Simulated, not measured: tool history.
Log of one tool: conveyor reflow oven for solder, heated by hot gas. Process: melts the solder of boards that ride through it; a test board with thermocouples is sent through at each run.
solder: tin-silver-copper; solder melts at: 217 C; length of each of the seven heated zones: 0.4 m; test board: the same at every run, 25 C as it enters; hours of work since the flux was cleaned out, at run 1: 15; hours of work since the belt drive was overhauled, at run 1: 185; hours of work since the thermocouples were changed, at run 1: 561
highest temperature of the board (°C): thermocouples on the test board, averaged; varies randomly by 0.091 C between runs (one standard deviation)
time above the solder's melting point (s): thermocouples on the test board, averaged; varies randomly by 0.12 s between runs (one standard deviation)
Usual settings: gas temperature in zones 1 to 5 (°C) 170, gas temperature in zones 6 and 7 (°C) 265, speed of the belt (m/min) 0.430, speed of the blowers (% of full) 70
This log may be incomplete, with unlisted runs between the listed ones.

| run | hour | gas temperature in zones 1 to 5 (°C) | gas temperature in zones 6 and 7 (°C) | speed of the belt (m/min) | speed of the blowers (% of full) | hours of work since the flux was cleaned out | hours of work since the belt drive was overhauled | hours of work since the thermocouples were changed | highest temperature of the board (°C) | time above the solder's melting point (s) |
|---|---|---|---|---|---|---|---|---|---|---|
| 1 | 0.0 | 170 | 265 | 0.430 | 70 | 15 | 185 | 561 | 254.61 | 86.3 |
| 2 | 7.8 | 170 | 265 | 0.430 | 70 | 19 | 189 | 565 | 254.53 | 86.4 |
| 3 | 24.8 | 170 | 257 | 0.430 | 70 | 28 | 198 | 574 | 247.20 | 79.2 |
| 4 | 38.6 | 170 | 280 | 0.430 | 70 | 36 | 205 | 581 | 268.58 | 96.8 |
| 5 | 47.9 | 170 | 280 | 0.430 | 70 | 41 | 210 | 586 | 268.38 | 96.9 |
| 6 | 61.3 | 170 | 280 | 0.430 | 70 | 48 | 217 | 593 | 268.58 | 97.0 |
| 7 | 75.2 | 170 | 280 | 0.347 | 70 | 55 | 225 | 601 | 273.70 | 125.5 |
| 8 | 93.7 | 170 | 274 | 0.430 | 70 | 65 | 234 | 610 | 262.81 | 92.9 |
| 9 | 104.3 | 170 | 274 | 0.430 | 70 | 70 | 240 | 616 | 262.90 | 92.8 |
| 10 | 116.1 | 170 | 274 | 0.430 | 70 | 76 | 246 | 622 | 262.95 | 92.9 |
| 11 | 123.8 | 170 | 274 | 0.430 | 70 | 80 | 250 | 626 | 262.90 | 93.3 |
| 12 | 141.9 | 170 | 274 | 0.430 | 70 | 90 | 260 | 636 | 262.77 | 92.9 |
| 13 | 152.1 | 170 | 274 | 0.430 | 70 | 95 | 265 | 641 | 262.89 | 93.0 |
| 14 | 170.0 | 170 | 274 | 0.430 | 70 | 105 | 275 | 650 | 262.92 | 93.1 |
| 15 | 188.2 | 170 | 255 | 0.430 | 70 | 114 | 284 | 660 | 245.25 | 76.9 |
|  | 194.4 | flux residue cleaned out of gas plates and filters |
|  | 199.9 | thermocouples of zones 6 and 7 changed |
| 16 | 205.0 | 170 | 255 | 0.430 | 70 | 5 | 289 | 3 | 243.85 | 75.0 |
| 17 | 217.0 | 170 | 255 | 0.430 | 70 | 11 | 296 | 9 | 243.94 | 75.3 |
| 18 | 231.0 | 170 | 264 | 0.430 | 70 | 18 | 303 | 16 | 252.04 | 84.1 |
| 19 | 245.5 | 170 | 265 | 0.492 | 70 | 26 | 311 | 24 | 249.12 | 68.8 |
| 20 | 253.9 | 158 | 262 | 0.492 | 63 | 30 | 315 | 28 | 242.36 | 55.3 |
| 21 | 268.1 | 170 | 265 | 0.430 | 86 | 38 | 323 | 36 | 255.95 | 88.9 |
| 22 | 279.1 | 155 | 272 | 0.430 | 76 | 44 | 328 | 42 | 259.13 | 84.1 |
| 23 | 295.7 | 170 | 265 | 0.348 | 72 | 52 | 337 | 50 | 258.08 | 113.8 |
|  | 307.9 | flux residue cleaned out of gas plates and filters, once more |
| 24 | 309.3 | 157 | 268 | 0.430 | 70 | 1 | 342 | 55 | 254.82 | 80.7 |
| 25 | 326.8 | 157 | 268 | 0.387 | 70 | 10 | 351 | 64 | 257.70 | 94.6 |
| 26 | 337.8 | 157 | 268 | 0.387 | 70 | 16 | 357 | 70 | 257.64 | 94.3 |
| 27 | 345.8 | 157 | 268 | 0.387 | 70 | 20 | 361 | 74 | 257.61 | 94.1 |
| 28 | 362.2 | 170 | 272 | 0.459 | 70 | 29 | 369 | 83 | 258.17 | 83.4 |

What does the tool deliver on the next run?
| 29 | 379.7 | 181 | 264 | 0.430 | 70 | 38 | 379 | 92 | ? | ? |

Run 29 yielded highest temperature of the board (°C) 253.97, time above the solder's melting point (s) 91.8.
With the hidden condition absent and the run-to-run variation left alone, this run would have shown highest temperature of the board (°C) 254.43, time above the solder's melting point (s) 91.8.
